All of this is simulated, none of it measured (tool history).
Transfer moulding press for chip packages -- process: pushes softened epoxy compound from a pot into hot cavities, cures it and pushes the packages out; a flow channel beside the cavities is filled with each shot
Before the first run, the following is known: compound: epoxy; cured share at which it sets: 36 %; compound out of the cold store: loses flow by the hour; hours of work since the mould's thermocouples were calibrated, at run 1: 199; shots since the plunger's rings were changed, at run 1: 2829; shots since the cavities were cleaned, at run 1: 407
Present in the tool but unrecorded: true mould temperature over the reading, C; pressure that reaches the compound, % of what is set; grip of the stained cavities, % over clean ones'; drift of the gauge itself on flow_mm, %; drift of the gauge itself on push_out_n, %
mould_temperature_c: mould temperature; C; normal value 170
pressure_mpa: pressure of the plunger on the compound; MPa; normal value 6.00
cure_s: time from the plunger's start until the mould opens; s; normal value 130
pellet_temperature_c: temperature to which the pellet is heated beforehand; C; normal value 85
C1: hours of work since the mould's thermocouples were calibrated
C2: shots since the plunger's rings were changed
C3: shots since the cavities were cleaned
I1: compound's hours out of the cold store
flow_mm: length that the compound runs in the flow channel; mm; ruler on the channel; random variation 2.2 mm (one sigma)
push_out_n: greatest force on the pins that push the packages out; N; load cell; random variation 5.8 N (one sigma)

{"run": 1, "hour": 0.0, "mould_temperature_c": 170, "pressure_mpa": 6.0, "cure_s": 130, "pellet_temperature_c": 85, "C1": 199, "C2": 2829, "C3": 407, "I1": 35.1, "flow_mm": 841, "push_out_n": 317}
{"hour": 3.2, "done": "cavities cleaned with cleaning compound and waxed"}
{"run": 2, "hour": 6.4, "mould_temperature_c": 170, "pressure_mpa": 6.0, "cure_s": 144, "pellet_temperature_c": 85, "C1": 202, "C2": 2872, "C3": 28, "I1": 26.7, "flow_mm": 877, "push_out_n": 199}
{"run": 3, "hour": 14.3, "mould_temperature_c": 170, "pressure_mpa": 6.0, "cure_s": 156, "pellet_temperature_c": 85, "C1": 207, "C2": 2941, "C3": 97, "I1": 30.2, "flow_mm": 863, "push_out_n": 214}
{"run": 4, "hour": 21.6, "mould_temperature_c": 170, "pressure_mpa": 6.0, "cure_s": 156, "pellet_temperature_c": 85, "C1": 212, "C2": 3004, "C3": 160, "I1": 40.5, "flow_mm": 821, "push_out_n": 232}
{"hour": 24.6, "done": "plunger's sealing rings changed"}
{"run": 5, "hour": 27.8, "mould_temperature_c": 170, "pressure_mpa": 6.0, "cure_s": 156, "pellet_temperature_c": 85, "C1": 214, "C2": 28, "C3": 193, "I1": 36.2, "flow_mm": 867, "push_out_n": 238}
{"run": 6, "hour": 36.8, "mould_temperature_c": 170, "pressure_mpa": 6.0, "cure_s": 130, "pellet_temperature_c": 85, "C1": 220, "C2": 107, "C3": 272, "I1": 20.5, "flow_mm": 934, "push_out_n": 293}
{"run": 7, "hour": 45.6, "mould_temperature_c": 170, "pressure_mpa": 6.0, "cure_s": 130, "pellet_temperature_c": 85, "C1": 226, "C2": 183, "C3": 348, "I1": 34.5, "flow_mm": 870, "push_out_n": 301}
{"run": 8, "hour": 50.7, "mould_temperature_c": 170, "pressure_mpa": 6.0, "cure_s": 130, "pellet_temperature_c": 85, "C1": 229, "C2": 228, "C3": 393, "I1": 33.9, "flow_mm": 873, "push_out_n": 311}
{"hour": 55.0, "done": "cavities cleaned with cleaning compound and waxed"}
{"run": 9, "hour": 60.4, "mould_temperature_c": 170, "pressure_mpa": 6.0, "cure_s": 130, "pellet_temperature_c": 85, "C1": 234, "C2": 299, "C3": 46, "I1": 33.3, "flow_mm": 874, "push_out_n": 219}
{"run": 10, "hour": 65.6, "mould_temperature_c": 170, "pressure_mpa": 6.94, "cure_s": 130, "pellet_temperature_c": 85, "C1": 238, "C2": 345, "C3": 92, "I1": 37.8, "flow_mm": 918, "push_out_n": 244}
{"run": 11, "hour": 70.6, "mould_temperature_c": 170, "pressure_mpa": 6.94, "cure_s": 130, "pellet_temperature_c": 85, "C1": 241, "C2": 388, "C3": 135, "I1": 14.3, "flow_mm": 1033, "push_out_n": 268}
{"run": 12, "hour": 78.5, "mould_temperature_c": 170, "pressure_mpa": 6.0, "cure_s": 130, "pellet_temperature_c": 85, "C1": 246, "C2": 457, "C3": 204, "I1": 8.8, "flow_mm": 989, "push_out_n": 275}
{"hour": 80.9, "done": "mould's thermocouples calibrated"}
{"run": 13, "hour": 85.6, "mould_temperature_c": 170, "pressure_mpa": 6.0, "cure_s": 130, "pellet_temperature_c": 85, "C1": 3, "C2": 502, "C3": 249, "I1": 25.4, "flow_mm": 906, "push_out_n": 287}
{"run": 14, "hour": 91.8, "mould_temperature_c": 176, "pressure_mpa": 6.0, "cure_s": 130, "pellet_temperature_c": 85, "C1": 7, "C2": 556, "C3": 303, "I1": 17.1, "flow_mm": 927, "push_out_n": 256}
{"run": 15, "hour": 101.1, "mould_temperature_c": 176, "pressure_mpa": 6.0, "cure_s": 130, "pellet_temperature_c": 85, "C1": 13, "C2": 637, "C3": 384, "I1": 47.6, "flow_mm": 798, "push_out_n": 270}
{"hour": 106.8, "done": "cavities cleaned with cleaning compound and waxed"}
{"hour": 109.4, "done": "mould's thermocouples calibrated, once more"}
{"run": 16, "hour": 109.8, "mould_temperature_c": 176, "pressure_mpa": 6.0, "cure_s": 130, "pellet_temperature_c": 85, "C1": 0, "C2": 683, "C3": 9, "I1": 46.8, "flow_mm": 797, "push_out_n": 199}
{"run": 17, "hour": 114.9, "mould_temperature_c": 167, "pressure_mpa": 7.06, "cure_s": 111, "pellet_temperature_c": 89, "C1": 3, "C2": 727, "C3": 53, "I1": 19.0, "flow_mm": 1023, "push_out_n": 339}
{"run": 18, "hour": 120.2, "mould_temperature_c": 167, "pressure_mpa": 7.06, "cure_s": 138, "pellet_temperature_c": 78, "C1": 7, "C2": 773, "C3": 99, "I1": 10.5, "flow_mm": 1069, "push_out_n": 278}
{"run": 19, "hour": 125.9, "mould_temperature_c": 167, "pressure_mpa": 7.06, "cure_s": 138, "pellet_temperature_c": 78, "C1": 10, "C2": 823, "C3": 149, "I1": 33.4, "flow_mm": 950, "push_out_n": 267}
{"run": 20, "hour": 130.6, "mould_temperature_c": 170, "pressure_mpa": 6.0, "cure_s": 137, "pellet_temperature_c": 85, "C1": 13, "C2": 865, "C3": 191, "I1": 10.2, "flow_mm": 979, "push_out_n": 252}
{"run": 21, "hour": 137.7, "mould_temperature_c": 170, "pressure_mpa": 6.0, "cure_s": 137, "pellet_temperature_c": 85, "C1": 18, "C2": 926, "C3": 252, "I1": 22.9, "flow_mm": 914, "push_out_n": 262}
{"run": 22, "hour": 146.2, "mould_temperature_c": 170, "pressure_mpa": 6.01, "cure_s": 137, "pellet_temperature_c": 85, "C1": 23, "C2": 1001, "C3": 327, "I1": 25.3, "flow_mm": 902, "push_out_n": 280}
{"run": 23, "hour": 153.8, "mould_temperature_c": 170, "pressure_mpa": 5.51, "cure_s": 130, "pellet_temperature_c": 85, "C1": 28, "C2": 1067, "C3": 393, "I1": 23.3, "flow_mm": 871, "push_out_n": 298}
{"hour": 158.6, "done": "cavities cleaned with cleaning compound and waxed"}
{"run": 24, "hour": 160.0, "mould_temperature_c": 176, "pressure_mpa": 6.0, "cure_s": 130, "pellet_temperature_c": 85, "C1": 31, "C2": 1108, "C3": 12, "I1": 20.9, "flow_mm": 904, "push_out_n": 194}
{"run": 25, "hour": 165.0, "mould_temperature_c": 167, "pressure_mpa": 5.64, "cure_s": 145, "pellet_temperature_c": 82, "C1": 34, "C2": 1152, "C3": 56, "I1": 23.9, "flow_mm": 885, "push_out_n": 230}
{"run": 26, "hour": 171.2, "mould_temperature_c": 170, "pressure_mpa": 5.16, "cure_s": 143, "pellet_temperature_c": 85, "C1": 38, "C2": 1206, "C3": 110, "I1": 34.1, "flow_mm": 798, "push_out_n": 231}
{"run": 27, "hour": 175.6, "mould_temperature_c": 170, "pressure_mpa": 7.41, "cure_s": 165, "pellet_temperature_c": 89, "C1": 41, "C2": 1244, "C3": 148, "I1": 14.6, "flow_mm": 1057, "push_out_n": 227}
{"run": 28, "hour": 184.1, "mould_temperature_c": 169, "pressure_mpa": 7.35, "cure_s": 153, "pellet_temperature_c": 80, "C1": 47, "C2": 1319, "C3": 223, "I1": 45.3, "flow_mm": 905, "push_out_n": 235}

What if the next run were any one of these 3? Each begins from the tool's condition after run 28:
{"run": "A", "hour": 188.5, "mould_temperature_c": 169, "pressure_mpa": 4.99, "cure_s": 153, "pellet_temperature_c": 88, "C1": 49, "C2": 1357, "C3": 261, "I1": 19.2, "flow_mm": "?", "push_out_n": "?"}
{"run": "B", "hour": 188.5, "mould_temperature_c": 172, "pressure_mpa": 5.36, "cure_s": 153, "pellet_temperature_c": 88, "C1": 49, "C2": 1357, "C3": 261, "I1": 20.0, "flow_mm": "?", "push_out_n": "?"}
{"run": "C", "hour": 188.5, "mould_temperature_c": 169, "pressure_mpa": 6.46, "cure_s": 153, "pellet_temperature_c": 88, "C1": 49, "C2": 1357, "C3": 261, "I1": 27.7, "flow_mm": "?", "push_out_n": "?"}

run=A flow_mm=848 push_out_n=262
run=B flow_mm=863 push_out_n=244
run=C flow_mm=927 push_out_n=262
The same runs, with their run-to-run variation unchanged, on a tool lacking any hidden condition would have given:
run=A flow_mm=863 push_out_n=198
run=B flow_mm=879 push_out_n=184
run=C flow_mm=944 push_out_n=197

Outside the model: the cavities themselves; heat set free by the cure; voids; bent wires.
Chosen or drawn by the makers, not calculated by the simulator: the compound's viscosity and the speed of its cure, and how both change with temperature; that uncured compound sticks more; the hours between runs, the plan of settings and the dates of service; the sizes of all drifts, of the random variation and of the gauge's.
